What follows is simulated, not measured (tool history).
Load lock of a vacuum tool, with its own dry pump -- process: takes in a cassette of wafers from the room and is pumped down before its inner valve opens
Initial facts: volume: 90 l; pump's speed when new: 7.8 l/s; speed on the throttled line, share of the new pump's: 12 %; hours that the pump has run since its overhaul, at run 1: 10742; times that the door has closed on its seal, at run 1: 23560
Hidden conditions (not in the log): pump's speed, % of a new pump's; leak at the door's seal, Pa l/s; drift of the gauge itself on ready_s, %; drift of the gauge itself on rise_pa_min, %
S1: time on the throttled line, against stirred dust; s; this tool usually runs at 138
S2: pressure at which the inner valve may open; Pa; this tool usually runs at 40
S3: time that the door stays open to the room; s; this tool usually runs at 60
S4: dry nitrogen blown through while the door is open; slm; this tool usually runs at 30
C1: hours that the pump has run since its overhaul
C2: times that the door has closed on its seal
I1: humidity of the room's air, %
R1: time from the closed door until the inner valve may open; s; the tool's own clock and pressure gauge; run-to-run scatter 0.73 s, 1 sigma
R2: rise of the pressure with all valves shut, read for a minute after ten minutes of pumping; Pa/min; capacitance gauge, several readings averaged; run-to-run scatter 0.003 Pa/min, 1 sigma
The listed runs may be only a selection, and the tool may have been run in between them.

Run 1, day 0.000: usual settings; C1 10742; C2 23560; I1 44.8. Result: R1 222.0 s, R2 0.133 Pa/min.
Run 2, day 10.371: usual settings but S2 48 Pa; C1 10991; C2 24063; I1 42.3. Result: R1 220.0 s, R2 0.132 Pa/min.
Run 3, day 16.396: usual settings but S2 37 Pa; C1 11136; C2 24355; I1 44.5. Result: R1 223.0 s, R2 0.143 Pa/min.
Run 4, day 24.621: usual settings but S2 37 Pa; C1 11333; C2 24754; I1 45.0. Result: R1 223.7 s, R2 0.142 Pa/min.
Run 5, day 36.192: usual settings but S2 37 Pa; C1 11611; C2 25315; I1 44.1. Result: R1 223.7 s, R2 0.144 Pa/min.
Run 6, day 47.233: usual settings but S2 37 Pa; C1 11876; C2 25850; I1 46.6. Result: R1 223.5 s, R2 0.147 Pa/min.
Run 7, day 56.162: usual settings but S2 37 Pa; C1 12090; C2 26283; I1 42.9. Result: R1 224.7 s, R2 0.152 Pa/min.
Run 8, day 66.771: usual settings; C1 12345; C2 26797; I1 48.8. Result: R1 221.6 s, R2 0.158 Pa/min.
Run 9, day 74.258: usual settings; C1 12525; C2 27160; I1 44.0. Result: R1 223.3 s, R2 0.159 Pa/min.
Run 10, day 83.462: usual settings but S3 31 s; C1 12746; C2 27607; I1 44.2. Result: R1 223.5 s, R2 0.158 Pa/min.
Run 11, day 94.279: usual settings but S3 31 s; C1 13005; C2 28131; I1 47.8. Result: R1 223.2 s, R2 0.163 Pa/min.
Run 12, day 106.238: usual settings but S3 31 s; C1 13292; C2 28711; I1 46.3. Result: R1 224.0 s, R2 0.166 Pa/min.
Run 13, day 113.133: usual settings but S3 31 s; C1 13458; C2 29045; I1 46.6. Result: R1 224.8 s, R2 0.169 Pa/min.
Run 14, day 123.125: usual settings; C1 13697; C2 29530; I1 45.1. Result: R1 223.3 s, R2 0.175 Pa/min.
Run 15, day 135.304: usual settings; C1 13990; C2 30120; I1 44.7. Result: R1 224.7 s, R2 0.185 Pa/min.
At day 142.088: dry pump taken out, an overhauled one fitted.
Run 16, day 149.592: usual settings; C1 180; C2 30801; I1 50.6. Result: R1 212.8 s, R2 0.192 Pa/min.
Run 17, day 159.825: usual settings; C1 426; C2 31297; I1 44.2. Result: R1 213.8 s, R2 0.192 Pa/min.
Run 18, day 170.117: usual settings; C1 673; C2 31796; I1 47.2. Result: R1 214.1 s, R2 0.199 Pa/min.
Run 19, day 180.246: usual settings; C1 916; C2 32287; I1 47.5. Result: R1 214.1 s, R2 0.196 Pa/min.
Run 20, day 193.900: usual settings but S2 66 Pa, S3 127 s, S4 45 slm; C1 1243; C2 32949; I1 46.8. Result: R1 209.7 s, R2 0.201 Pa/min.
Run 21, day 203.025: usual settings but S1 94 s, S2 66 Pa, S3 80 s, S4 45 slm; C1 1463; C2 33391; I1 40.9. Result: R1 170.2 s, R2 0.210 Pa/min.
Run 22, day 213.388: usual settings but S1 94 s, S2 66 Pa, S3 80 s, S4 45 slm; C1 1711; C2 33894; I1 43.9. Result: R1 170.0 s, R2 0.209 Pa/min.
Run 23, day 226.212: usual settings but S1 94 s, S2 66 Pa, S3 80 s, S4 34 slm; C1 2019; C2 34516; I1 42.4. Result: R1 169.8 s, R2 0.210 Pa/min.
Run 24, day 234.800: usual settings but S4 5 slm; C1 2225; C2 34932; I1 45.6. Result: R1 214.5 s, R2 0.234 Pa/min.
Run 25, day 244.283: usual settings but S1 80 s, S3 143 s, S4 5 slm; C1 2453; C2 35392; I1 44.4. Result: R1 164.6 s, R2 0.247 Pa/min.
Run 26, day 251.529: usual settings but S1 80 s, S3 143 s, S4 5 slm; C1 2627; C2 35743; I1 48.1. Result: R1 164.7 s, R2 0.254 Pa/min.
Run 27, day 259.246: usual settings but S1 133 s, S2 50 Pa; C1 2812; C2 36117; I1 44.8. Result: R1 208.7 s, R2 0.225 Pa/min.
Run 28, day 271.904: usual settings but S1 133 s, S2 50 Pa, S3 62 s, S4 10 slm; C1 3116; C2 36731; I1 45.3. Result: R1 209.2 s, R2 0.240 Pa/min.
Run 29, day 282.850: usual settings but S1 133 s, S2 50 Pa, S3 62 s, S4 10 slm; C1 3378; C2 37262; I1 44.3. Result: R1 210.3 s, R2 0.246 Pa/min.
Run 30, day 291.492: usual settings but S1 261 s, S2 70 Pa, S3 62 s, S4 10 slm; C1 3586; C2 37681; I1 45.3. Result: R1 317.2 s, R2 0.247 Pa/min.

Below, each run's measurement less what the same run would have read without the hidden state. Both values contain the same run-to-run variation, but the gauge's scatter may not be the same in both:
run     R1      R2
  1   +9.3  +0.111
  2   +9.2  +0.115
  3   +9.7  +0.121
  4  +10.0  +0.119
  5  +10.2  +0.124
  6  +10.4  +0.126
  7  +10.7  +0.132
  8  +10.7  +0.133
  9  +10.9  +0.139
 10  +11.1  +0.141
 11  +11.6  +0.147
 12  +11.8  +0.148
 13  +12.1  +0.150
 14  +12.2  +0.156
 15  +12.5  +0.164
 16   +1.0  +0.165
 17   +1.2  +0.170
 18   +1.3  +0.177
 19   +1.5  +0.175
 20   +1.7  +0.182
 21   +1.9  +0.188
 22   +2.1  +0.189
 23   +2.3  +0.193
 24   +2.5  +0.197
 25   +2.9  +0.203
 26   +3.1  +0.204
 27   +2.9  +0.208
 28   +3.2  +0.213
 29   +3.3  +0.217
 30   +2.6  +0.223
